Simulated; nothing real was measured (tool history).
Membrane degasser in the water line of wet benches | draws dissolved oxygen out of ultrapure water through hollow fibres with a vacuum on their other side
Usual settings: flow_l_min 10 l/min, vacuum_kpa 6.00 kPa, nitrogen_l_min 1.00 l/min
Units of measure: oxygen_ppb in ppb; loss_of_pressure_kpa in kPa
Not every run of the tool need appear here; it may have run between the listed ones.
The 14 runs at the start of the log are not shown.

run	hour	flow_l_min	vacuum_kpa	nitrogen_l_min	hours since the membrane was changed	hours since the vacuum gauge was calibrated	hours since the vacuum lines were made tight	oxygen_ppb	loss_of_pressure_kpa
15	699.2	10	6.00	1.00	3540	3064	5539	259.2	47.11
16	734.8	10	6.00	1.00	3576	3100	5575	255.6	47.43
17	788.2	12	3.65	1.45	3629	3153	5628	243.1	57.27
18	820.4	12	5.73	2.45	3662	3185	5660	263.8	56.58
# hour 826.8: vacuum gauge calibrated
19	860.7	12	5.73	2.45	3701	34	5700	264.9	57.11
20	904.6	10	12.58	1.00	3745	78	5744	404.3	47.37
21	963.9	10	13.52	1.00	3804	137	5803	420.1	47.40
22	995.7	10	13.52	1.00	3836	169	5835	431.6	47.38
23	1030.0	15	4.48	0.49	3871	203	5870	378.1	70.75
24	1090.5	8	9.98	0.67	3931	264	5930	336.3	37.56
25	1135.0	9	5.36	2.95	3976	308	5975	184.9	42.54
# hour 1151.0: vacuum gauge calibrated, once more
26	1204.6	11	6.00	1.00	4045	54	6044	282.5	52.74
27	1259.1	6	9.94	0.56	4099	108	6098	269.3	28.60
28	1296.8	9	8.49	1.33	4137	146	6136	252.1	42.94
29	1364.5	10	9.70	1.00	4205	214	6204	341.0	47.57
30	1411.3	10	4.06	0.96	4251	260	6250	214.7	47.29
31	1458.3	12	13.33	0.96	4298	307	6297	506.6	57.37
32	1529.0	12	13.33	0.96	4369	378	6368	508.5	57.23

Each row is a separate what-if for the run after 32, all from the same tool condition, not one after another. Results?
A	1583.1	15	3.65	0.49	4423	432	6422	?	?
B	1583.1	12	6.93	1.37	4423	432	6422	?	?
C	1583.1	7	13.33	1.62	4423	432	6422	?	?

run	oxygen_ppb	loss_of_pressure_kpa
A	323.6	71.26
B	314.8	56.82
C	234.0	33.18
With the hidden condition removed and each run's random variation left untouched, the same runs would have given:
run	oxygen_ppb	loss_of_pressure_kpa
A	303.9	70.12
B	298.8	55.91
C	221.3	32.65
